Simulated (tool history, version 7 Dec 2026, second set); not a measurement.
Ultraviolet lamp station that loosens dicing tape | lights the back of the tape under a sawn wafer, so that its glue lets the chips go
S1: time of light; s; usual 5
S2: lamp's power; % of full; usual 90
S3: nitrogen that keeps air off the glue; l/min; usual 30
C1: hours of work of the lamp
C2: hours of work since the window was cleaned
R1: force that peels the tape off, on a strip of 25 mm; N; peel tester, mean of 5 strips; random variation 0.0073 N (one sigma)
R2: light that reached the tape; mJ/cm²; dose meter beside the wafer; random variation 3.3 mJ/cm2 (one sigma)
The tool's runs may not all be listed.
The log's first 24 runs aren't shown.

| run | hour | S1 | S2 | S3 | C1 | C2 | R1 | R2 |
|---|---|---|---|---|---|---|---|---|
| 25 | 812.1 | 3 | 90 | 28 | 104 | 106 | 0.820 | 286 |
| 26 | 850.7 | 3 | 90 | 28 | 123 | 125 | 0.840 | 279 |
| 27 | 875.5 | 3 | 91 | 22 | 136 | 137 | 1.008 | 280 |
| 28 | 905.5 | 8 | 97 | 13 | 150 | 152 | 0.235 | 788 |
| 29 | 954.3 | 5 | 91 | 55 | 174 | 176 | 0.261 | 445 |
| 30 | 978.4 | 6 | 95 | 57 | 186 | 188 | 0.233 | 560 |
| 31 | 1018.2 | 7 | 64 | 21 | 206 | 207 | 0.427 | 433 |
| 32 | 1051.1 | 5 | 90 | 39 | 222 | 224 | 0.317 | 423 |

The next listed run, before its measurement:
| 33 | 1081.7 | 4 | 90 | 21 | 237 | 239 | ? | ? |

{"run 33": {"R1": 0.709, "R2": 335}}
Without the tool's hidden state the same run would have given R1 0.432 N, R2 429 mJ/cm².
